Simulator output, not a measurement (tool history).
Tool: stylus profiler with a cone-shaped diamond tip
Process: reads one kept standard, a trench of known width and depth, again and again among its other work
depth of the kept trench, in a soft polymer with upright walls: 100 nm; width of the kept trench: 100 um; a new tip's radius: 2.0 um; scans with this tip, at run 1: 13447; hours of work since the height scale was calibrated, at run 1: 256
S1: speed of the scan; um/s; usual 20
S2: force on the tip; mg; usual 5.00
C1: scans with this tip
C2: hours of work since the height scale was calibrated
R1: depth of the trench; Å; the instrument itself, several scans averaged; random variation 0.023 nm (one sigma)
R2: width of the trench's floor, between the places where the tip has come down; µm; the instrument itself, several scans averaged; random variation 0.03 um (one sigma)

Run 1, hour 0.0: usual settings; C1 13447; C2 256. Result: R1 1011.1 Å, R2 98.15 µm.
Run 2, hour 109.0: usual settings; C1 14370; C2 339. Result: R1 1011.1 Å, R2 98.18 µm.
Run 3, hour 194.1: usual settings but S2 4.49 mg; C1 15092; C2 403. Result: R1 1010.8 Å, R2 98.10 µm.
Run 4, hour 249.2: usual settings but S2 2.97 mg; C1 15558; C2 445. Result: R1 1008.7 Å, R2 98.07 µm.
Run 5, hour 361.4: usual settings but S2 2.97 mg; C1 16510; C2 530. Result: R1 1009.4 Å, R2 98.04 µm.
Run 6, hour 425.1: usual settings but S1 64 um/s; C1 17049; C2 578. Result: R1 1012.3 Å, R2 97.91 µm.
Run 7, hour 497.4: usual settings but S1 64 um/s; C1 17662; C2 633. Result: R1 1013.0 Å, R2 97.87 µm.
Run 8, hour 560.0: usual settings but S1 64 um/s; C1 18193; C2 681. Result: R1 1012.8 Å, R2 97.76 µm.
Run 9, hour 642.6: usual settings but S1 64 um/s; C1 18893; C2 743. Result: R1 1013.0 Å, R2 97.80 µm.
Run 10, hour 743.9: usual settings; C1 19751; C2 820. Result: R1 1013.8 Å, R2 97.94 µm.
Run 11, hour 845.8: usual settings; C1 20615; C2 897. Result: R1 1013.9 Å, R2 97.94 µm.
At hour 861.3: new tip fitted, height scale calibrated.
Run 12, hour 945.6: usual settings; C1 715; C2 64. Result: R1 1009.9 Å, R2 98.58 µm.
Run 13, hour 1075.8: usual settings but S1 6 um/s, S2 6.47 mg; C1 1818; C2 163. Result: R1 1012.1 Å, R2 98.61 µm.
At hour 1088.8: height scale calibrated on a step standard.
Run 14, hour 1161.6: usual settings but S1 49 um/s, S2 6.47 mg; C1 2541; C2 55. Result: R1 1012.6 Å, R2 98.45 µm.
Run 15, hour 1258.2: usual settings but S1 49 um/s, S2 6.47 mg; C1 3359; C2 128. Result: R1 1012.8 Å, R2 98.48 µm.
At hour 1352.9: height scale calibrated on a step standard, once more.
Run 16, hour 1375.6: usual settings but S1 19 um/s, S2 9.01 mg; C1 4350; C2 17. Result: R1 1014.7 Å, R2 98.47 µm.
Run 17, hour 1492.6: usual settings but S1 19 um/s, S2 9.01 mg; C1 5342; C2 106. Result: R1 1015.2 Å, R2 98.52 µm.
Run 18, hour 1622.5: usual settings but S1 26 um/s, S2 12.77 mg; C1 6443; C2 204. Result: R1 1019.2 Å, R2 98.44 µm.
Run 19, hour 1747.5: usual settings but S1 9 um/s, S2 3.55 mg; C1 7502; C2 299. Result: R1 1009.4 Å, R2 98.39 µm.
Run 20, hour 1849.9: usual settings but S1 76 um/s, S2 2.30 mg; C1 8370; C2 377. Result: R1 1007.8 Å, R2 98.00 µm.
Run 21, hour 1979.9: usual settings but S1 76 um/s, S2 2.30 mg; C1 9472; C2 475. Result: R1 1008.5 Å, R2 97.94 µm.
Run 22, hour 2103.6: usual settings but S1 48 um/s, S2 7.79 mg; C1 10520; C2 569. Result: R1 1016.2 Å, R2 98.18 µm.
Run 23, hour 2198.1: usual settings but S1 48 um/s, S2 7.79 mg; C1 11321; C2 641. Result: R1 1016.7 Å, R2 98.13 µm.

4 ways to go on from here, each from the tool as it stands after run 23. What would each give?
Run A, hour 2259.5: usual settings but S1 10 um/s, S2 5.43 mg; C1 11841; C2 687. Result: R1 ?, R2 ?.
Run B, hour 2259.5: usual settings but S2 3.06 mg; C1 11841; C2 687. Result: R1 ?, R2 ?.
Run C, hour 2259.5: usual settings but S1 25 um/s, S2 3.18 mg; C1 11841; C2 687. Result: R1 ?, R2 ?.
Run D, hour 2259.5: usual settings but S1 12 um/s, S2 6.60 mg; C1 11841; C2 687. Result: R1 ?, R2 ?.

run      R1     R2
  A  1013.4  98.26
  B  1010.7  98.17
  C  1010.7  98.12
  D  1015.0  98.28
Without the tool's hidden state the same runs would have given:
run      R1     R2
  A  1009.7  98.75
  B  1006.9  98.65
  C  1006.9  98.60
  D  1011.3  98.76
